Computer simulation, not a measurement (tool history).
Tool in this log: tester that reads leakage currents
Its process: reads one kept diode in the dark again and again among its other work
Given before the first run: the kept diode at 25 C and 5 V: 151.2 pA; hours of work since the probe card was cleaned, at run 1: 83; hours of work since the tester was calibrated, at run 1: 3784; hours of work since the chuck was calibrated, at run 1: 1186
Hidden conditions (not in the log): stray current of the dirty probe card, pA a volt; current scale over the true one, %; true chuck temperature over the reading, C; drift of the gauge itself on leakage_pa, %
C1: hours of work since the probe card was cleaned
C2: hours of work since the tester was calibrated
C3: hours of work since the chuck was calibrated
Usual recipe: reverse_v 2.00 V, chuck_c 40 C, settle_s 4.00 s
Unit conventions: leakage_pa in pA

Run 1, day 0.000: usual settings; C1 83; C2 3784; C3 1186. Result: leakage_pa 327.18 pA.
Run 2, day 5.058: usual settings; C1 166; C2 3867; C3 1270. Result: leakage_pa 329.18 pA.
Run 3, day 13.562: usual settings but reverse_v 5.53 V; C1 307; C2 4008; C3 1410. Result: leakage_pa 462.04 pA.
Run 4, day 22.900: usual settings but reverse_v 5.53 V; C1 461; C2 4162; C3 1565. Result: leakage_pa 458.47 pA.
Run 5, day 28.046: usual settings but reverse_v 5.53 V, chuck_c 46 C; C1 546; C2 4247; C3 1650. Result: leakage_pa 710.62 pA.
Run 6, day 35.346: usual settings but reverse_v 5.53 V, chuck_c 46 C; C1 667; C2 4367; C3 1770. Result: leakage_pa 699.80 pA.
Run 7, day 43.708: usual settings but reverse_v 5.53 V, chuck_c 46 C; C1 805; C2 4506; C3 1908. Result: leakage_pa 696.86 pA.
At day 49.108: chuck's temperature calibrated.
Run 8, day 49.108: usual settings; C1 893; C2 4593; C3 0. Result: leakage_pa 361.08 pA.
Run 9, day 57.950: usual settings; C1 1039; C2 4739; C3 146. Result: leakage_pa 358.52 pA.
Run 10, day 63.604: usual settings but settle_s 1.18 s; C1 1132; C2 4833; C3 239. Result: leakage_pa 357.12 pA.
Run 11, day 73.912: usual settings but settle_s 1.18 s; C1 1302; C2 5003; C3 410. Result: leakage_pa 353.89 pA.
Run 12, day 80.229: usual settings but settle_s 0.38 s; C1 1407; C2 5108; C3 514. Result: leakage_pa 349.55 pA.
Run 13, day 85.842: usual settings but settle_s 0.38 s; C1 1499; C2 5200; C3 607. Result: leakage_pa 348.92 pA.
Run 14, day 91.446: usual settings but settle_s 7.72 s; C1 1592; C2 5293; C3 699. Result: leakage_pa 347.21 pA.
Run 15, day 96.017: usual settings but chuck_c 50 C; C1 1667; C2 5368; C3 775. Result: leakage_pa 709.77 pA.
At day 101.254: probe card cleaned and baked.
Run 16, day 101.254: usual settings but chuck_c 50 C; C1 0; C2 5453; C3 859. Result: leakage_pa 705.15 pA.
Run 17, day 106.062: usual settings but chuck_c 50 C; C1 79; C2 5532; C3 939. Result: leakage_pa 700.07 pA.
At day 113.992: tester calibrated.
Run 18, day 115.621: usual settings but chuck_c 50 C; C1 236; C2 27; C3 1095. Result: leakage_pa 682.98 pA.
Run 19, day 125.679: usual settings; C1 402; C2 193; C3 1261. Result: leakage_pa 327.59 pA.
Run 20, day 132.975: usual settings but reverse_v 7.86 V; C1 523; C2 314; C3 1382. Result: leakage_pa 524.75 pA.
Run 21, day 137.500: usual settings but reverse_v 3.56 V, settle_s 3.99 s; C1 597; C2 388; C3 1457. Result: leakage_pa 393.94 pA.
Run 22, day 146.912: usual settings but reverse_v 3.56 V, settle_s 3.31 s; C1 753; C2 544; C3 1612. Result: leakage_pa 389.03 pA.
Run 23, day 151.688: usual settings but reverse_v 3.56 V, settle_s 3.31 s; C1 832; C2 623; C3 1691. Result: leakage_pa 390.05 pA.
Run 24, day 160.521: usual settings but reverse_v 2.53 V, chuck_c 27 C, settle_s 3.95 s; C1 978; C2 769; C3 1837. Result: leakage_pa 123.66 pA.
Run 25, day 166.438: usual settings but reverse_v 2.53 V, chuck_c 27 C, settle_s 3.95 s; C1 1075; C2 866; C3 1935. Result: leakage_pa 122.98 pA.
At day 170.475: chuck's temperature calibrated.
Run 26, day 172.092: usual settings but reverse_v 13.05 V, settle_s 8.31 s; C1 1167; C2 958; C3 27. Result: leakage_pa 678.70 pA.
Run 27, day 179.592: usual settings but reverse_v 5.85 V, chuck_c 33 C, settle_s 2.26 s; C1 1291; C2 1082; C3 151. Result: leakage_pa 299.27 pA.
Run 28, day 186.662: usual settings but reverse_v 2.89 V, chuck_c 33 C, settle_s 7.16 s; C1 1408; C2 1199; C3 267. Result: leakage_pa 231.76 pA.
Run 29, day 193.054: usual settings but reverse_v 2.89 V, chuck_c 33 C, settle_s 7.16 s; C1 1514; C2 1305; C3 373. Result: leakage_pa 229.64 pA.
Run 30, day 202.738: usual settings but reverse_v 14.35 V, chuck_c 42 C, settle_s 2.46 s; C1 1674; C2 1465; C3 533. Result: leakage_pa 792.58 pA.
At day 207.521: probe card cleaned and baked.
Run 31, day 212.412: usual settings but chuck_c 48 C, settle_s 1.43 s; C1 81; C2 1622; C3 691. Result: leakage_pa 596.01 pA.
Run 32, day 219.146: usual settings but reverse_v 1.40 V, chuck_c 33 C, settle_s 1.97 s; C1 192; C2 1734; C3 802. Result: leakage_pa 171.38 pA.
Run 33, day 229.521: usual settings but reverse_v 1.40 V, chuck_c 29 C, settle_s 7.47 s; C1 363; C2 1905; C3 973. Result: leakage_pa 123.07 pA.
Run 34, day 240.117: usual settings but reverse_v 5.39 V, chuck_c 29 C, settle_s 7.47 s; C1 539; C2 2080; C3 1148. Result: leakage_pa 195.17 pA.
Run 35, day 246.171: usual settings but reverse_v 5.39 V, chuck_c 38 C, settle_s 4.65 s; C1 639; C2 2180; C3 1248. Result: leakage_pa 391.09 pA.
Run 36, day 256.071: usual settings but reverse_v 5.39 V, chuck_c 38 C, settle_s 6.02 s; C1 802; C2 2344; C3 1412. Result: leakage_pa 388.40 pA.
Run 37, day 265.950: usual settings but reverse_v 4.31 V, chuck_c 25 C, settle_s 1.57 s; C1 965; C2 2507; C3 1575. Result: leakage_pa 127.31 pA.
Run 38, day 275.383: usual settings but reverse_v 4.31 V, chuck_c 25 C, settle_s 1.57 s; C1 1121; C2 2663; C3 1731. Result: leakage_pa 125.78 pA.

Each run again, without the hidden state but with its own random variation kept:
run  leakage_pa
  1      353.33
  2      357.40
  3      505.47
  4      506.47
  5      786.41
  6      780.34
  7      784.06
  8      353.38
  9      354.31
 10      354.96
 11      355.90
 12      354.38
 13      356.05
 14      356.50
 15      731.62
 16      731.88
 17      730.44
 18      729.60
 19      355.28
 20      572.47
 21      432.53
 22      431.98
 23      435.15
 24      140.39
 25      140.63
 26      681.13
 27      302.85
 28      237.30
 29      236.95
 30      821.15
 31      630.89
 32      183.93
 33      134.12
 34      214.61
 35      431.43
 36      433.12
 37      143.96
 38      143.62
